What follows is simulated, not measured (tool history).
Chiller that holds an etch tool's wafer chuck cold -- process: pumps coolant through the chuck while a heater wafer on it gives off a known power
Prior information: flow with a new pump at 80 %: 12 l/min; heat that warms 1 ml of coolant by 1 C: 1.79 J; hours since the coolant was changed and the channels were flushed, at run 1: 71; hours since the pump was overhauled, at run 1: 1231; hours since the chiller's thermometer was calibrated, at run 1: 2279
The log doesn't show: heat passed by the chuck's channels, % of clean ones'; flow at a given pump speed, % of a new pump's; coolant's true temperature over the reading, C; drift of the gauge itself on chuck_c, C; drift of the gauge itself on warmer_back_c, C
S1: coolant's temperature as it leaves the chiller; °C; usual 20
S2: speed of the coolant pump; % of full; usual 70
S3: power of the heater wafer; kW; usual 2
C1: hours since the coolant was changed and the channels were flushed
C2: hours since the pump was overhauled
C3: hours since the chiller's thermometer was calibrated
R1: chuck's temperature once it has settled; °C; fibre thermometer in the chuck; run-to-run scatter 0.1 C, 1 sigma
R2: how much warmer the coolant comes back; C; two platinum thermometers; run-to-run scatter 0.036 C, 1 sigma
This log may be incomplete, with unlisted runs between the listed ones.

Run 1, hour 0: usual settings; C1 71; C2 1231; C3 2279. Result: R1 46.3 °C, R2 6.42 C.
Run 2, hour 21.5: usual settings but S2 81 % of full; C1 92; C2 1253; C3 2300. Result: R1 43.3 °C, R2 5.56 C.
Run 3, hour 44.1: usual settings but S1 27 °C; C1 115; C2 1275; C3 2323. Result: R1 53.3 °C, R2 6.41 C.
Run 4, hour 79.4: usual settings; C1 150; C2 1311; C3 2358. Result: R1 46.4 °C, R2 6.42 C.
Run 5, hour 100.7: usual settings; C1 172; C2 1332; C3 2379. Result: R1 46.4 °C, R2 6.44 C.
Run 6, hour 144.7: usual settings but S2 64 % of full; C1 216; C2 1376; C3 2423. Result: R1 48.4 °C, R2 7.02 C.
Run 7, hour 174.4: usual settings but S3 1.875 kW; C1 245; C2 1406; C3 2453. Result: R1 44.6 °C, R2 6.06 C.
Run 8, hour 222.3: usual settings but S3 1.875 kW; C1 293; C2 1454; C3 2501. Result: R1 44.8 °C, R2 6.07 C.
Run 9, hour 252.5: usual settings; C1 323; C2 1484; C3 2531. Result: R1 46.1 °C, R2 6.46 C.
Run 10, hour 273.1: usual settings; C1 344; C2 1504; C3 2552. Result: R1 46.2 °C, R2 6.52 C.
Run 11, hour 311.2: usual settings but S2 76 % of full; C1 382; C2 1542; C3 2590. Result: R1 44.4 °C, R2 6.02 C.
Run 12, hour 348.2: usual settings but S2 71 % of full; C1 419; C2 1579; C3 2627. Result: R1 46 °C, R2 6.4 C.
Run 13, hour 393: usual settings but S2 71 % of full, S3 1.003 kW; C1 464; C2 1624; C3 2672. Result: R1 33 °C, R2 3.29 C.
Run 14, hour 436.2: usual settings; C1 507; C2 1667; C3 2715. Result: R1 46.4 °C, R2 6.5 C.
Run 15, hour 457.5: usual settings; C1 529; C2 1689; C3 2736. Result: R1 46.4 °C, R2 6.51 C.
Run 16, hour 501.7: usual settings; C1 573; C2 1733; C3 2780. Result: R1 46.3 °C, R2 6.5 C.
Run 17, hour 546.5: usual settings but S2 88 % of full, S3 1.604 kW; C1 617; C2 1778; C3 2825. Result: R1 37.6 °C, R2 4.18 C.
Run 18, hour 588.1: usual settings but S1 19 °C, S2 64 % of full, S3 2.401 kW; C1 659; C2 1819; C3 2867. Result: R1 53 °C, R2 8.6 C.
Run 19, hour 625: usual settings but S1 21 °C, S2 74 % of full, S3 1.852 kW; C1 696; C2 1856; C3 2904. Result: R1 44.5 °C, R2 5.76 C.
Run 20, hour 669.2: usual settings but S1 23 °C, S3 1.298 kW; C1 740; C2 1901; C3 2948. Result: R1 40.2 °C, R2 4.32 C.
Run 21, hour 697.3: usual settings but S1 23 °C, S2 67 % of full, S3 1.298 kW; C1 768; C2 1929; C3 2976. Result: R1 40.6 °C, R2 4.52 C.
Run 22, hour 735: usual settings but S1 23 °C, S2 67 % of full, S3 1.298 kW; C1 806; C2 1966; C3 3014. Result: R1 40.8 °C, R2 4.56 C.
Run 23, hour 764.2: usual settings but S1 23 °C, S2 67 % of full, S3 1.298 kW; C1 835; C2 1996; C3 3043. Result: R1 40.7 °C, R2 4.53 C.
Run 24, hour 790.5: usual settings but S1 23 °C, S2 67 % of full, S3 1.298 kW; C1 861; C2 2022; C3 3069. Result: R1 40.7 °C, R2 4.54 C.
Run 25, hour 827.4: usual settings but S1 13 °C, S2 62 % of full, S3 1.655 kW; C1 898; C2 2059; C3 3106. Result: R1 36.9 °C, R2 6.21 C.
Run 26, hour 868.4: usual settings but S1 10 °C, S2 91 % of full, S3 1.725 kW; C1 939; C2 2100; C3 3147. Result: R1 28.3 °C, R2 4.48 C.
Run 27, hour 891.6: usual settings but S1 15 °C, S2 77 % of full; C1 963; C2 2123; C3 3170. Result: R1 39.5 °C, R2 6.02 C.

Here are 4 independent what-if runs from the current tool condition. What would each one return?
Run A, hour 929.3: usual settings but S1 16 °C, S3 2.631 kW; C1 1000; C2 2161; C3 3208. Result: R1 ?, R2 ?.
Run B, hour 929.3: usual settings but S1 15 °C, S2 87 % of full, S3 1.231 kW; C1 1000; C2 2161; C3 3208. Result: R1 ?, R2 ?.
Run C, hour 929.3: usual settings but S1 26 °C, S3 1.347 kW; C1 1000; C2 2161; C3 3208. Result: R1 ?, R2 ?.
Run D, hour 929.3: usual settings but S1 11 °C, S2 91 % of full, S3 1.056 kW; C1 1000; C2 2161; C3 3208. Result: R1 ?, R2 ?.

run    R1    R2
  A  50.6  8.66
  B  28.8  3.36
  C  43.7  4.55
  D  22.4  2.81
With the hidden condition removed and each run's random variation left untouched, the same runs would have given:
run    R1    R2
  A  50.6  8.42
  B  28.8  3.11
  C  43.6   4.3
  D  22.4  2.57
